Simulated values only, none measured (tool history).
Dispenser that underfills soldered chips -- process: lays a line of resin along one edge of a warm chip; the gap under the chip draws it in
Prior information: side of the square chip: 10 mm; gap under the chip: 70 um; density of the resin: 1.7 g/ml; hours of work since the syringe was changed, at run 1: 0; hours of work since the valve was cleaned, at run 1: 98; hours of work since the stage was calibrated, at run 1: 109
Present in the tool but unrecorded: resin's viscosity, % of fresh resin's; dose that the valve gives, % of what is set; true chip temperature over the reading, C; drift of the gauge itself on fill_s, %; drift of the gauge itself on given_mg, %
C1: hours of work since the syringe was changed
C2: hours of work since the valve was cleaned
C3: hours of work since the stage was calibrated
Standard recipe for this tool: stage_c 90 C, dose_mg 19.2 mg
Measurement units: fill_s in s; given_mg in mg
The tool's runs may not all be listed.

run 1 hour=0 | stage_c=90 dose_mg=19.2 | C1=0 C2=98 C3=109 | fill_s=119.4 given_mg=17.58
-- hour=7.8 new syringe of resin
run 2 hour=9.1 | stage_c=90 dose_mg=22.9 | C1=1 C2=104 C3=115 | fill_s=113.9 given_mg=20.72
-- hour=16.6 new syringe of resin
run 3 hour=18.1 | stage_c=90 dose_mg=22.9 | C1=1 C2=109 C3=120 | fill_s=115.9 given_mg=20.68
-- hour=24.9 new syringe of resin
run 4 hour=25.9 | stage_c=90 dose_mg=22.9 | C1=1 C2=114 C3=125 | fill_s=116.5 given_mg=20.37
-- hour=33 new syringe of resin
run 5 hour=35 | stage_c=90 dose_mg=22.9 | C1=1 C2=120 C3=131 | fill_s=117 given_mg=20.39
-- hour=41.6 new syringe of resin
-- hour=46.7 dispensing valve cleaned and set on the balance
run 6 hour=50.2 | stage_c=90 dose_mg=19.4 | C1=5 C2=2 C3=141 | fill_s=135.8 given_mg=19.45
-- hour=51.5 new syringe of resin
-- hour=59.7 new syringe of resin
run 7 hour=61.8 | stage_c=90 dose_mg=19.4 | C1=1 C2=10 C3=148 | fill_s=116.9 given_mg=19.14
-- hour=68.7 new syringe of resin
run 8 hour=70.3 | stage_c=90 dose_mg=23.4 | C1=1 C2=15 C3=153 | fill_s=114.9 given_mg=23.12
-- hour=77.2 new syringe of resin
run 9 hour=79.9 | stage_c=90 dose_mg=23.4 | C1=2 C2=21 C3=160 | fill_s=115.9 given_mg=22.98
-- hour=85.9 new syringe of resin
run 10 hour=90.7 | stage_c=90 dose_mg=18 | C1=3 C2=28 C3=167 | fill_s=126.8 given_mg=17.44
-- hour=94 new syringe of resin
-- hour=102.3 new syringe of resin
run 11 hour=104.7 | stage_c=95 dose_mg=19.2 | C1=2 C2=37 C3=176 | fill_s=91.8 given_mg=18.42
-- hour=110.8 new syringe of resin
run 12 hour=115.7 | stage_c=90 dose_mg=19.2 | C1=3 C2=44 C3=183 | fill_s=126.4 given_mg=18.45
-- hour=119.3 new syringe of resin
-- hour=128.2 new syringe of resin
run 13 hour=128.8 | stage_c=90 dose_mg=19.2 | C1=0 C2=53 C3=191 | fill_s=111.1 given_mg=18.37
run 14 hour=134.8 | stage_c=90 dose_mg=19.2 | C1=4 C2=57 C3=195 | fill_s=129.5 given_mg=18.1
-- hour=137 new syringe of resin
-- hour=145.4 new syringe of resin
run 15 hour=147.1 | stage_c=90 dose_mg=19.2 | C1=1 C2=65 C3=203 | fill_s=114.7 given_mg=18.14
-- hour=153.8 new syringe of resin
run 16 hour=155.5 | stage_c=90 dose_mg=18.6 | C1=1 C2=70 C3=208 | fill_s=112.4 given_mg=17.35
-- hour=162.2 new syringe of resin
run 17 hour=165 | stage_c=90 dose_mg=19.2 | C1=2 C2=76 C3=214 | fill_s=117 given_mg=17.94
-- hour=171 new syringe of resin
run 18 hour=171 | stage_c=92 dose_mg=23.8 | C1=0 C2=80 C3=218 | fill_s=96.6 given_mg=22.03
-- hour=179 new syringe of resin
run 19 hour=183.7 | stage_c=92 dose_mg=23.8 | C1=3 C2=88 C3=226 | fill_s=106.9 given_mg=21.81
-- hour=187.6 new syringe of resin
-- hour=196 new syringe of resin
run 20 hour=198.1 | stage_c=80 dose_mg=17.1 | C1=1 C2=97 C3=236 | fill_s=197.4 given_mg=15.67
-- hour=204.6 new syringe of resin
run 21 hour=208.5 | stage_c=92 dose_mg=23.1 | C1=3 C2=104 C3=242 | fill_s=108.7 given_mg=20.99
-- hour=213 new syringe of resin
run 22 hour=220.2 | stage_c=92 dose_mg=17.9 | C1=5 C2=112 C3=250 | fill_s=118.9 given_mg=16.32
-- hour=221.4 new syringe of resin
-- hour=229.9 new syringe of resin
run 23 hour=231.7 | stage_c=92 dose_mg=17.9 | C1=1 C2=119 C3=257 | fill_s=106.9 given_mg=16.16
-- hour=238.7 new syringe of resin
-- hour=245.8 dispensing valve cleaned and set on the balance
run 24 hour=246.2 | stage_c=77 dose_mg=21.1 | C1=4 C2=0 C3=266 | fill_s=244.5 given_mg=21.09
-- hour=248.3 new syringe of resin
-- hour=257.1 new syringe of resin
run 25 hour=259.9 | stage_c=87 dose_mg=24.9 | C1=2 C2=9 C3=275 | fill_s=132.4 given_mg=24.63
-- hour=266.2 new syringe of resin
run 26 hour=267.7 | stage_c=85 dose_mg=18.3 | C1=1 C2=14 C3=280 | fill_s=146.8 given_mg=18.19
-- hour=275.1 new syringe of resin
run 27 hour=280.4 | stage_c=99 dose_mg=18.9 | C1=4 C2=22 C3=288 | fill_s=80.3 given_mg=18.52
-- hour=283.9 new syringe of resin
run 28 hour=291.3 | stage_c=89 dose_mg=19.2 | C1=5 C2=29 C3=295 | fill_s=133.2 given_mg=18.79
-- hour=292.7 new syringe of resin
run 29 hour=300.3 | stage_c=89 dose_mg=19.2 | C1=5 C2=35 C3=301 | fill_s=134.7 given_mg=18.59
-- hour=301.8 new syringe of resin
-- hour=310.8 new syringe of resin
run 30 hour=311.6 | stage_c=79 dose_mg=21.4 | C1=1 C2=42 C3=308 | fill_s=186.4 given_mg=20.59
-- hour=319.7 new syringe of resin
run 31 hour=320 | stage_c=79 dose_mg=21.4 | C1=0 C2=48 C3=313 | fill_s=182.3 given_mg=20.54
-- hour=328.3 new syringe of resin
run 32 hour=331.5 | stage_c=79 dose_mg=21.4 | C1=2 C2=55 C3=321 | fill_s=202.6 given_mg=20.46
-- hour=336.6 new syringe of resin
run 33 hour=342.7 | stage_c=79 dose_mg=21.4 | C1=4 C2=62 C3=328 | fill_s=210 given_mg=20.2
-- hour=345.3 new syringe of resin
-- hour=353.8 new syringe of resin
run 34 hour=354.3 | stage_c=75 dose_mg=16.4 | C1=0 C2=70 C3=335 | fill_s=238.5 given_mg=15.48

Each row is a separate what-if for the run after 34, all from the same tool condition, not one after another. Results?
-- hour=362.4 new syringe of resin
run A hour=363.1 | stage_c=81 dose_mg=22.6 | C1=0 C2=75 C3=341 | fill_s=? given_mg=?
-- hour=362.4 new syringe of resin
run B hour=363.1 | stage_c=77 dose_mg=19.7 | C1=0 C2=75 C3=341 | fill_s=? given_mg=?
-- hour=362.4 new syringe of resin
run C hour=363.1 | stage_c=76 dose_mg=17 | C1=0 C2=75 C3=341 | fill_s=? given_mg=?

run=A fill_s=166.1 given_mg=21.12
run=B fill_s=207.2 given_mg=18.58
run=C fill_s=220 given_mg=15.94
Had the tool no hidden state, the same runs would have come out as:
run=A fill_s=183.9 given_mg=22.52
run=B fill_s=229.1 given_mg=19.81
run=C fill_s=241.6 given_mg=16.99
